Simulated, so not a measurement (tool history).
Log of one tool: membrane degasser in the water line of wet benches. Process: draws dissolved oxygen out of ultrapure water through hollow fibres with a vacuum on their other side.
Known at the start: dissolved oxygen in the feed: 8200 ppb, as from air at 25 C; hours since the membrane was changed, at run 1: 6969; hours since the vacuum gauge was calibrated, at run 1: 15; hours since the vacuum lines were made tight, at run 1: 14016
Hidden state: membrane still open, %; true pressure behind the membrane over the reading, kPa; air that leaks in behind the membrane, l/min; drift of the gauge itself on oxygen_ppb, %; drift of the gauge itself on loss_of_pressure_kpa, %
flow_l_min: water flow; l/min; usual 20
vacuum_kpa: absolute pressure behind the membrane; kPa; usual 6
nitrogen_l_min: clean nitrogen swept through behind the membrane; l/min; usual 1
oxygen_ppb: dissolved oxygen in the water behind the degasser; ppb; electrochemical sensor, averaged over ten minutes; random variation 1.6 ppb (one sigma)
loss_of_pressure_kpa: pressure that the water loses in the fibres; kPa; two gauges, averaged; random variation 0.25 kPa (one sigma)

run    hour  flow_l_min  vacuum_kpa  nitrogen_l_min  hours since the membrane was changed  hours since the vacuum gauge was calibrated  hours since the vacuum lines were made tight  oxygen_ppb  loss_of_pressure_kpa
  1       0          20           6               1                                  6969                                           15                                         14016       168.6                 67.76
  2   163.1          20           6            1.37                                  7132                                          178                                         14179       136.5                 67.88
  3   330.3          20           6            1.37                                  7299                                          346                                         14346       135.8                 68.13
  4   514.8          20           6            1.37                                  7484                                          530                                         14531       135.4                 68.96
  5   644.7          30           6               1                                  7614                                          660                                         14661       279.3                102.92
  6   760.4          30           6            0.64                                  7729                                          776                                         14776       338.8                102.59
  7   931.3          20           6            0.64                                  7900                                          947                                         14947       222.1                 69.57
  8  1013.6          20           6            0.64                                  7983                                         1029                                         15029         221                 69.19
  9  1113.8          20           6            1.36                                  8083                                         1129                                         15130       136.8                 69.18
 10  1207.2          20           6            1.36                                  8176                                         1223                                         15223       135.9                 69.18
 11  1326.6          20         6.3               1                                  8296                                         1342                                         15342       179.7                 69.12
 12  1427.7          20         6.3               1                                  8397                                         1443                                         15443       180.1                  68.8
 13    1598          20         6.3               1                                  8567                                         1613                                         15614       178.3                 69.75
     1623.1  -- gauge calibrated
 14  1737.8          20         6.3               1                                  8707                                         1753                                         15754       179.1                 68.29
 15    1863          20       11.89            1.04                                  8832                                         1878                                         15879       399.2                 68.37
     1889.5  -- seals of the vacuum lines changed
 16  1947.7          32           6            1.14                                  8915                                         1961                                            58       278.6                109.52
 17    2123          32           6            1.14                                  9090                                         2136                                           233       283.4                108.75
 18  2289.5          32           6            1.14                                  9257                                         2303                                           400       276.3                109.46
 19  2440.7          26        7.17            1.19                                  9408                                         2454                                           551       262.4                 88.95
 20  2599.2          13       11.42            0.76                                  9566                                         2613                                           710       317.6                 44.39
 21  2703.3          20        4.67            0.72                                  9670                                         2717                                           814       131.4                  69.3
 22  2830.5          27         7.3            1.01                                  9798                                         2844                                           941         317                 94.08
 23  2938.4          27         7.3            1.01                                  9906                                         2952                                          1049       311.8                 94.08
 24    3038          28        9.16            1.01                                 10005                                         3051                                          1148         429                 97.32
 25  3209.5          14       11.09            0.54                                 10177                                         3223                                          1320       441.5                  48.9

Forecast each of these 5 alternatives for the next run:
  A  3335.9          23       11.09            0.53                                 10303                                         3349                                          1446           ?                     ?
  B  3335.9          20        7.41               1                                 10303                                         3349                                          1446           ?                     ?
  C  3335.9          14       11.09            2.21                                 10303                                         3349                                          1446           ?                     ?
  D  3335.9          13        4.45            1.65                                 10303                                         3349                                          1446           ?                     ?
  E  3335.9          23       11.91               1                                 10303                                         3349                                          1446           ?                     ?

run  oxygen_ppb  loss_of_pressure_kpa
  A       697.4                 79.73
  B       228.9                 69.71
  C       137.3                 48.65
  D        39.1                 45.31
  E         474                 80.58
Without the tool's hidden state the same runs would have given:
run  oxygen_ppb  loss_of_pressure_kpa
  A       697.1                  77.4
  B       228.6                 67.66
  C       137.2                 47.22
  D          39                 43.99
  E       473.8                 78.22
